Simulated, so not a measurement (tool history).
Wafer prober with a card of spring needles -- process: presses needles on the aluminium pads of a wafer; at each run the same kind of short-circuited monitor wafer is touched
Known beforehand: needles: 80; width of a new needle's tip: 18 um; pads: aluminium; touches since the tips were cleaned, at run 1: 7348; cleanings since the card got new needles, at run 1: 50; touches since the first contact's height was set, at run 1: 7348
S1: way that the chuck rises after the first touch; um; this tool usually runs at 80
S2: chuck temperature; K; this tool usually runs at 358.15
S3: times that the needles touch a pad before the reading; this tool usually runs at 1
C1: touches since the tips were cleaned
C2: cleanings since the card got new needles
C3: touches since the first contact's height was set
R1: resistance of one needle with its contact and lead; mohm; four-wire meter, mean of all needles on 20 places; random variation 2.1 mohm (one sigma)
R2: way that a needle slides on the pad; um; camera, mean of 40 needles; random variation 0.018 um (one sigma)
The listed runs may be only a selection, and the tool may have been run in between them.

run 1 hour=0.0 | S1=80 S2=358.15 S3=1 | C1=7348 C2=50 C3=7348 | R1=233 R2=18.21
-- hour=2.7 tips cleaned on abrasive film
-- hour=45.7 tips cleaned on abrasive film
run 2 hour=52.8 | S1=80 S2=358.15 S3=1 | C1=1430 C2=52 C3=17953 | R1=231 R2=18.20
-- hour=84.8 tips cleaned on abrasive film
run 3 hour=97.8 | S1=96 S2=358.15 S3=1 | C1=2612 C2=53 C3=27003 | R1=230 R2=21.86
-- hour=125.8 tips cleaned on abrasive film
run 4 hour=134.4 | S1=96 S2=358.15 S3=1 | C1=1736 C2=54 C3=34365 | R1=230 R2=21.93
-- hour=164.7 tips cleaned on abrasive film
run 5 hour=194.2 | S1=96 S2=358.15 S3=1 | C1=5942 C2=55 C3=46394 | R1=228 R2=21.91
-- hour=206.8 tips cleaned on abrasive film
-- hour=248.3 tips cleaned on abrasive film
run 6 hour=248.3 | S1=80 S2=358.15 S3=1 | C1=0 C2=57 C3=57252 | R1=231 R2=18.31
-- hour=291.0 tips cleaned on abrasive film
run 7 hour=307.6 | S1=62 S2=358.15 S3=1 | C1=3364 C2=58 C3=69202 | R1=238 R2=14.21
-- hour=332.6 tips cleaned on abrasive film
run 8 hour=346.0 | S1=62 S2=358.15 S3=1 | C1=2700 C2=59 C3=76903 | R1=238 R2=14.22
-- hour=372.8 tips cleaned on abrasive film
run 9 hour=377.0 | S1=62 S2=358.15 S3=1 | C1=833 C2=60 C3=83135 | R1=241 R2=14.23
run 10 hour=405.9 | S1=62 S2=358.15 S3=1 | C1=6657 C2=60 C3=88959 | R1=238 R2=14.22
-- hour=413.2 tips cleaned on abrasive film
run 11 hour=441.9 | S1=80 S2=358.15 S3=1 | C1=5768 C2=61 C3=96195 | R1=229 R2=18.39
-- hour=453.7 tips cleaned on abrasive film
-- hour=468.3 height of the first contact set anew
run 12 hour=473.6 | S1=80 S2=358.15 S3=2 | C1=3962 C2=62 C3=1075 | R1=233 R2=18.39
-- hour=496.2 tips cleaned on abrasive film
run 13 hour=520.6 | S1=80 S2=358.15 S3=1 | C1=4934 C2=63 C3=10527 | R1=234 R2=18.41
-- hour=538.4 tips cleaned on abrasive film
run 14 hour=576.1 | S1=80 S2=358.15 S3=1 | C1=7593 C2=64 C3=21689 | R1=232 R2=18.47
-- hour=581.2 tips cleaned on abrasive film
-- hour=619.6 tips cleaned on abrasive film
run 15 hour=619.6 | S1=80 S2=358.15 S3=1 | C1=0 C2=66 C3=30408 | R1=231 R2=18.47
run 16 hour=655.6 | S1=80 S2=358.15 S3=1 | C1=7267 C2=66 C3=37675 | R1=231 R2=18.47
-- hour=661.4 tips cleaned on abrasive film
-- hour=700.6 tips cleaned on abrasive film
run 17 hour=704.2 | S1=80 S2=358.15 S3=1 | C1=725 C2=68 C3=47432 | R1=234 R2=18.53
run 18 hour=736.4 | S1=80 S2=358.15 S3=1 | C1=7213 C2=68 C3=53920 | R1=234 R2=18.54
-- hour=740.1 tips cleaned on abrasive film
run 19 hour=768.1 | S1=80 S2=358.15 S3=1 | C1=5640 C2=69 C3=60279 | R1=234 R2=18.50
-- hour=779.6 tips cleaned on abrasive film
run 20 hour=817.2 | S1=69 S2=358.15 S3=1 | C1=7573 C2=70 C3=70162 | R1=231 R2=15.98
-- hour=820.4 tips cleaned on abrasive film
-- hour=861.5 tips cleaned on abrasive film
run 21 hour=861.5 | S1=69 S2=358.15 S3=1 | C1=0 C2=72 C3=79054 | R1=235 R2=15.99
run 22 hour=895.6 | S1=99 S2=392.15 S3=2 | C1=6873 C2=72 C3=85927 | R1=240 R2=23.02
-- hour=903.9 tips cleaned on abrasive film
run 23 hour=941.4 | S1=99 S2=392.15 S3=2 | C1=7556 C2=73 C3=95133 | R1=237 R2=23.01
-- hour=944.6 tips cleaned on abrasive film
-- hour=971.0 height of the first contact set anew
run 24 hour=981.5 | S1=99 S2=392.15 S3=2 | C1=7359 C2=74 C3=2110 | R1=238 R2=23.04
-- hour=986.0 tips cleaned on abrasive film
-- hour=1027.6 tips cleaned on abrasive film
run 25 hour=1042.6 | S1=93 S2=313.15 S3=1 | C1=3023 C2=76 C3=14389 | R1=214 R2=21.66
-- hour=1066.9 tips cleaned on abrasive film
run 26 hour=1082.4 | S1=93 S2=313.15 S3=1 | C1=3112 C2=77 C3=22390 | R1=219 R2=21.70
-- hour=1105.9 tips cleaned on abrasive film
run 27 hour=1129.7 | S1=93 S2=313.15 S3=1 | C1=4801 C2=78 C3=31912 | R1=214 R2=21.73
-- hour=1141.9 gauge calibrated
-- hour=1146.6 tips cleaned on abrasive film
run 28 hour=1164.3 | S1=80 S2=332.15 S3=1 | C1=3572 C2=79 C3=38874 | R1=223 R2=18.22
-- hour=1185.0 tips cleaned on abrasive film
run 29 hour=1199.4 | S1=80 S2=332.15 S3=1 | C1=2893 C2=80 C3=45916 | R1=227 R2=18.17
-- hour=1224.5 tips cleaned on abrasive film
run 30 hour=1224.5 | S1=86 S2=300.15 S3=2 | C1=0 C2=81 C3=50965 | R1=215 R2=19.59
-- hour=1263.0 tips cleaned on abrasive film
run 31 hour=1270.5 | S1=80 S2=360.15 S3=1 | C1=1508 C2=82 C3=60214 | R1=231 R2=18.23
-- hour=1305.2 tips cleaned on abrasive film
run 32 hour=1307.6 | S1=89 S2=303.15 S3=1 | C1=471 C2=83 C3=67662 | R1=217 R2=20.31

Below, each run's measurement less what the same run would have read without the hidden state. Both values contain the same run-to-run variation, but the gauge's scatter may not be the same in both:
Hidden conditions of the tool in this case: debris on the tips, nm; way that the needles fall short of the set height, um; tips' diameter, um; drift of the gauge itself on contact_mohm, %; drift of the gauge itself on scrub_um, %.
run=1 R2=+0.00
run=2 R2=+0.02
run=3 R2=+0.05
run=4 R2=+0.07
run=5 R2=+0.09
run=6 R2=+0.11
run=7 R2=+0.10
run=8 R2=+0.11
run=9 R2=+0.12
run=10 R2=+0.13
run=11 R2=+0.19
run=12 R2=+0.20
run=13 R2=+0.22
run=14 R2=+0.25
run=15 R2=+0.27
run=16 R2=+0.28
run=17 R2=+0.30
run=18 R2=+0.31
run=19 R2=+0.32
run=20 R2=+0.30
run=21 R2=+0.31
run=22 R2=+0.47
run=23 R2=+0.49
run=24 R2=+0.51
run=25 R2=+0.51
run=26 R2=+0.54
run=27 R2=+0.56
run=28 R2=+0.01
run=29 R2=+0.03
run=30 R2=+0.04
run=31 R2=+0.05
run=32 R2=+0.08
For R1, the value without the hidden state is never more than 1 mohm from the measured value.
